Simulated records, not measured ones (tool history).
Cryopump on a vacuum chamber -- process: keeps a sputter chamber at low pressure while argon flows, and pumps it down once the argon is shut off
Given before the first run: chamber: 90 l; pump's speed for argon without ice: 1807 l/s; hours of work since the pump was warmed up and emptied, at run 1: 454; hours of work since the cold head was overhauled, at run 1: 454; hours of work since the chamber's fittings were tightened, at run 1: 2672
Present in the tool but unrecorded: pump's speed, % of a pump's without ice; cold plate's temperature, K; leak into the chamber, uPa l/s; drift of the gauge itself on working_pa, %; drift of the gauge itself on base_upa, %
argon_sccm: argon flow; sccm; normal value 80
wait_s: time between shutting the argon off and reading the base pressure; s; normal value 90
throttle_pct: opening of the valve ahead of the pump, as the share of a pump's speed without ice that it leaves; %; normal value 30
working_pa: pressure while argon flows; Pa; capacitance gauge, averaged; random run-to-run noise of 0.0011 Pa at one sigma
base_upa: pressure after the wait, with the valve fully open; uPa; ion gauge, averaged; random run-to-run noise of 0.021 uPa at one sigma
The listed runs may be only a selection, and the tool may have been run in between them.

run     day  argon_sccm  wait_s  throttle_pct  hours of work since the pump was warmed up and emptied  hours of work since the cold head was overhauled  hours of work since the chamber's fittings were tightened  working_pa  base_upa
  1       0          80      90            30                                                     454                                               454                                                       2672      0.2569      1.52
  2   0.367          80      90            30                                                     460                                               460                                                       2679      0.2545      1.47
  3   0.825          80      90            30                                                     468                                               468                                                       2687      0.2556      1.47
  4   1.533          80      90            30                                                     481                                               481                                                       2700      0.2549      1.54
  5   2.267         114      90            30                                                     494                                               494                                                       2713      0.3665      1.46
  6   2.917          80     300            30                                                     506                                               506                                                       2725      0.2572      1.33
  7   3.646          80     300            30                                                     519                                               519                                                       2738      0.2559      1.31
  8   4.183          80      90            30                                                     528                                               528                                                       2747      0.2589      1.51
  9   4.858          37      90            30                                                     540                                               540                                                       2759      0.1188      1.54
 10   5.638          37      90            30                                                     554                                               554                                                       2773      0.1198      1.55
 11   6.167          75      90            30                                                     564                                               564                                                       2783      0.2395      1.51
 12   6.592          75      90            37                                                     571                                               571                                                       2790      0.1968      1.53
 13   7.412          75      90            37                                                     586                                               586                                                       2805      0.1953      1.62
 14   8.025          75      90            37                                                     597                                               597                                                       2816      0.1975      1.56
 15   8.638          75      90            37                                                     608                                               608                                                       2827      0.1982      1.59
 16   9.042          80      90            30                                                     615                                               615                                                       2834      0.2588      1.56
 17   9.717          80      90            30                                                     627                                               627                                                       2846      0.2581      1.55
 18  10.529          80      32            30                                                     642                                               642                                                       2861      0.2575      2.13
 19  11.038          64      31            58                                                     651                                               651                                                       2870      0.1099      2.12
 20  11.483          42      97            58                                                     659                                               659                                                       2878      0.0726      1.54
 21  11.962          42      97            58                                                     667                                               667                                                       2886      0.0732      1.55
 22    12.5          42      97            58                                                     677                                               677                                                       2896      0.0726      1.59
 23  12.962          91      90            23                                                     685                                               685                                                       2904      0.3802       1.6
 24  13.583          41      90            45                                                     696                                               696                                                       2915      0.0909      1.69
 25  14.388          49     121            29                                                     711                                               711                                                       2930      0.1639      1.57
 26  14.938         119     221            25                                                     721                                               721                                                       2939       0.457      1.48
 27  15.596          80      50            15                                                     732                                               732                                                       2951      0.5074      1.84
 28  15.933          80      50            15                                                     738                                               738                                                       2957      0.5111      1.91
 29  16.433          80      50            15                                                     747                                               747                                                       2966      0.5072      1.87
 30  17.138          80      50            15                                                     760                                               760                                                       2979       0.507      1.82
 31  17.654          39      35            30                                                     769                                               769                                                       2988      0.1255      2.17
 32  18.042          39      35            30                                                     776                                               776                                                       2995      0.1269       2.1
 33  18.529         157      23            60                                                     785                                               785                                                       3004      0.2691      2.63

Each run again, without the hidden state but with its own random variation kept:
run  working_pa  base_upa
  1      0.2505      0.48
  2      0.2482      0.45
  3      0.2491      0.44
  4      0.2483      0.48
  5      0.3567      0.43
  6      0.2502      0.27
  7      0.2487      0.25
  8      0.2516      0.46
  9      0.1154      0.47
 10      0.1163      0.47
 11      0.2322      0.43
 12      0.1894      0.43
 13      0.1877      0.48
 14      0.1897      0.44
 15      0.1902      0.49
 16      0.2503      0.44
 17      0.2494      0.44
 18      0.2486      0.99
 19      0.1026      0.99
 20      0.0678      0.39
 21      0.0682      0.41
 22      0.0676      0.43
 23      0.3694      0.45
 24      0.0859      0.48
 25      0.1578      0.38
 26       0.442      0.28
 27      0.4972      0.63
 28      0.5006      0.72
 29      0.4968      0.66
 30      0.4964      0.65
 31      0.1203      0.94
 32      0.1215      0.88
 33      0.2473      1.36

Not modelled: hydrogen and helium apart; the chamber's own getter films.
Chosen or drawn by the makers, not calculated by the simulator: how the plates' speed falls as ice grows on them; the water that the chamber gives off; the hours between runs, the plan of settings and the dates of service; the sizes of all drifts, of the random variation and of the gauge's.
